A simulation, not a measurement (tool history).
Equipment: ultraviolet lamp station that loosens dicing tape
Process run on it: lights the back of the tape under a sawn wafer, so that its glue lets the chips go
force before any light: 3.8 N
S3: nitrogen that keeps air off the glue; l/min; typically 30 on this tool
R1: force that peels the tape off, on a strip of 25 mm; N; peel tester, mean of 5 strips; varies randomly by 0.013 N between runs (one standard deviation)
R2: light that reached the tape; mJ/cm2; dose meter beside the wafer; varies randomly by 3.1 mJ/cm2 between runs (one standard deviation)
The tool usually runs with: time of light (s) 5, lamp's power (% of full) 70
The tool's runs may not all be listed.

{"run": 1, "hour": 0.0, "time of light (s)": 5, "lamp's power (% of full)": 70, "S3": 30, "R1": 0.655, "R2": 445}
{"run": 2, "hour": 4.1, "time of light (s)": 5, "lamp's power (% of full)": 70, "S3": 30, "R1": 0.644, "R2": 449}
{"run": 3, "hour": 10.2, "time of light (s)": 5, "lamp's power (% of full)": 70, "S3": 56, "R1": 0.543, "R2": 449}
{"run": 4, "hour": 16.1, "time of light (s)": 5, "lamp's power (% of full)": 70, "S3": 56, "R1": 0.551, "R2": 442}
{"run": 5, "hour": 25.3, "time of light (s)": 5, "lamp's power (% of full)": 70, "S3": 56, "R1": 0.572, "R2": 447}
{"run": 6, "hour": 31.9, "time of light (s)": 5, "lamp's power (% of full)": 70, "S3": 56, "R1": 0.585, "R2": 441}
{"run": 7, "hour": 36.0, "time of light (s)": 5, "lamp's power (% of full)": 70, "S3": 56, "R1": 0.554, "R2": 440}
{"run": 8, "hour": 43.1, "time of light (s)": 2, "lamp's power (% of full)": 91, "S3": 30, "R1": 1.46, "R2": 229}
{"run": 9, "hour": 49.8, "time of light (s)": 2, "lamp's power (% of full)": 91, "S3": 30, "R1": 1.491, "R2": 228}
{"run": 10, "hour": 55.3, "time of light (s)": 2, "lamp's power (% of full)": 79, "S3": 14, "R1": 1.841, "R2": 199}
{"run": 11, "hour": 64.3, "time of light (s)": 2, "lamp's power (% of full)": 72, "S3": 30, "R1": 1.741, "R2": 184}

Alternative continuations, all from the tool just after run 11; predict every row:
{"run": "A", "hour": 73.9, "time of light (s)": 7, "lamp's power (% of full)": 72, "S3": 14, "R1": "?", "R2": "?"}
{"run": "B", "hour": 73.9, "time of light (s)": 6, "lamp's power (% of full)": 72, "S3": 20, "R1": "?", "R2": "?"}
{"run": "C", "hour": 73.9, "time of light (s)": 2, "lamp's power (% of full)": 100, "S3": 35, "R1": "?", "R2": "?"}

run=A R1=0.461 R2=630
run=B R1=0.549 R2=541
run=C R1=1.318 R2=250
Without the tool's unlogged condition, the same runs would have read:
run=A R1=0.414 R2=674
run=B R1=0.495 R2=578
run=C R1=1.229 R2=267

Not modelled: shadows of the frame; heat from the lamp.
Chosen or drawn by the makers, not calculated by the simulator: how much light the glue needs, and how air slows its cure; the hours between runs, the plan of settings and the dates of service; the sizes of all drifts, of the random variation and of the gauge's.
